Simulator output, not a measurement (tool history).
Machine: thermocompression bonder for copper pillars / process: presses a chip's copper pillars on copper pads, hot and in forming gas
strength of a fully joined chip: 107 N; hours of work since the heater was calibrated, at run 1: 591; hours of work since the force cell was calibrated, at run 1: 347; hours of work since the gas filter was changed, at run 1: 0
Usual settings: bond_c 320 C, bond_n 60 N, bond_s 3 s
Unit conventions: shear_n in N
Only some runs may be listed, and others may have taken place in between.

run	hour	bond_c	bond_n	bond_s	hours of work since the heater was calibrated	hours of work since the force cell was calibrated	hours of work since the gas filter was changed	shear_n
1	0	320	60	3	591	347	0	46.5
2	31.4	320	60	3	613	368	22	43.5
3	70.6	320	60	3	640	396	49	42.1
4	116.2	320	41	3	672	427	81	28.1
5	162.8	320	41	3	704	460	113	27.5
# hour 176.9: forming gas filter changed
6	205.6	320	60	3	733	489	20	43.8
7	250.8	320	60	3	765	521	51	42.8
8	296.7	320	60	3	797	553	83	41.5
9	335.7	320	60	3	824	580	110	39.4
# hour 341.3: force cell calibrated
# hour 358.2: forming gas filter changed
10	368.3	320	60	3	845	18	7	45.2
11	393.7	320	60	3	863	36	25	44.8
12	421.9	337	60	3	882	56	44	51.5
# hour 437.4: force cell calibrated, once more
13	447.3	345	60	3	899	7	61	51.1
# hour 461.9: heater calibrated with a thermocouple chip
14	480.5	294	54	3	13	29	83	29.4
15	510.4	320	76	3	34	49	103	52.2
# hour 540.7: forming gas filter changed
16	547.8	320	76	3	59	75	5	56.5
17	593.5	320	76	3	91	107	37	54.3
18	639	320	76	3	123	138	68	51.7
19	686	320	76	3	155	171	101	50.2
# hour 720.8: forming gas filter changed
20	728.4	297	36	9	185	200	5	32.7
21	752.3	321	58	7	201	217	22	59.1
22	797.2	321	58	7	232	248	53	58.7
23	834.1	344	61	4	258	274	79	59.2
24	863.3	344	61	4	278	294	99	55.9

Had the tool no unlogged condition, and each run kept its random variation, what would the results have been?
The tool's hidden condition here consists of: true temperature of the bond over the reading, C; force that reaches the chip, % of what is set; oxide that the forming gas leaves, % of the face; drift of the gauge itself on shear_n, %.
run	shear_n
1	47
2	45
3	44.7
4	31
5	31.3
6	45.2
7	45.8
8	46
9	45.1
10	45.1
11	45.5
12	53.4
13	56.9
14	31.7
15	57.7
16	56.5
17	56.2
18	55.3
19	55.6
20	32.9
21	60.3
22	61.7
23	63.8
24	61.5
